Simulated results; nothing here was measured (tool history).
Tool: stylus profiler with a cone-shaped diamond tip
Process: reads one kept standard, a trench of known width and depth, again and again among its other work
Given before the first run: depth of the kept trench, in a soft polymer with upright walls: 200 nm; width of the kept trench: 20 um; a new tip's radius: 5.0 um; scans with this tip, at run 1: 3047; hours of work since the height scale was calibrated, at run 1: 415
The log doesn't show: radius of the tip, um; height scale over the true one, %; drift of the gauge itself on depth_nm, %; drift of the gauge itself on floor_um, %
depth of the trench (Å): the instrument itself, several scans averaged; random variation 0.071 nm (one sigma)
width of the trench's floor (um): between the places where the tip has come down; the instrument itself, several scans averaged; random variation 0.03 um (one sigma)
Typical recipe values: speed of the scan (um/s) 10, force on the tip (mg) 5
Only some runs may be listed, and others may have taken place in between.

run	hour	speed of the scan (um/s)	force on the tip (mg)	scans with this tip	hours of work since the height scale was calibrated	depth of the trench (Å)	width of the trench's floor (um)
1	0	10	5	3047	415	2030.2	16.22
2	38.6	10	7.01	3184	434	2038.8	16.21
3	80.4	10	5	3332	454	2030.2	16.21
4	107.7	10	5	3429	467	2029	16.17
5	152.5	5	5	3588	489	2029.8	16.18
6	194.2	5	5	3736	509	2028.7	16.06
7	225.7	15	5	3848	524	2029.3	16.02
8	256.7	10	5	3958	539	2029.6	16
9	278.1	10	5	4034	550	2029.1	16.02
10	317.9	10	5	4175	569	2028.4	15.88
# hour 321.3: height scale calibrated on a step standard
11	357.7	10	5	4314	18	2025.4	15.89
12	405.7	6	7.47	4485	41	2036.8	15.91
13	440.1	12	1.99	4607	57	2010.7	15.88
14	485.3	12	1.99	4767	79	2008.3	15.82
# hour 532.1: height scale calibrated on a step standard, once more
15	532.2	8	5.64	4932	0	2037.3	15.79
16	572.6	8	5.64	5075	20	2039	15.78
17	613	18	14.16	5218	39	2069.5	15.73
18	650.5	8	5.86	5351	57	2039.7	15.72
19	690.4	7	14.47	5493	77	2071.5	15.76
20	732	7	3.26	5641	97	2025.9	15.66
21	763	5	4.52	5750	112	2032.4	15.66

Hidden state at the last listed run before each entry between runs and at the first one after, where it differs:
Logged between run 10 and run 11: height scale calibrated on a step standard (hour 321.3)
  radius of the tip, um: 10.03 -> 10.19; height scale over the true one, %: -0.295 -> -0.448
  what was measured, less what the result would be without the hidden state, depth of the trench (Å): -6 -> -9.2; width of the trench's floor (um): -1.19 -> -1.22
Logged between run 14 and run 15: height scale calibrated on a step standard, once more (hour 532.1)
  radius of the tip, um: 10.73 -> 10.92; height scale over the true one, %: -0.475 -> 0.04
  what was measured, less what the result would be without the hidden state, depth of the trench (Å): -9.6 -> +0.8; width of the trench's floor (um): -1.32 -> -1.36
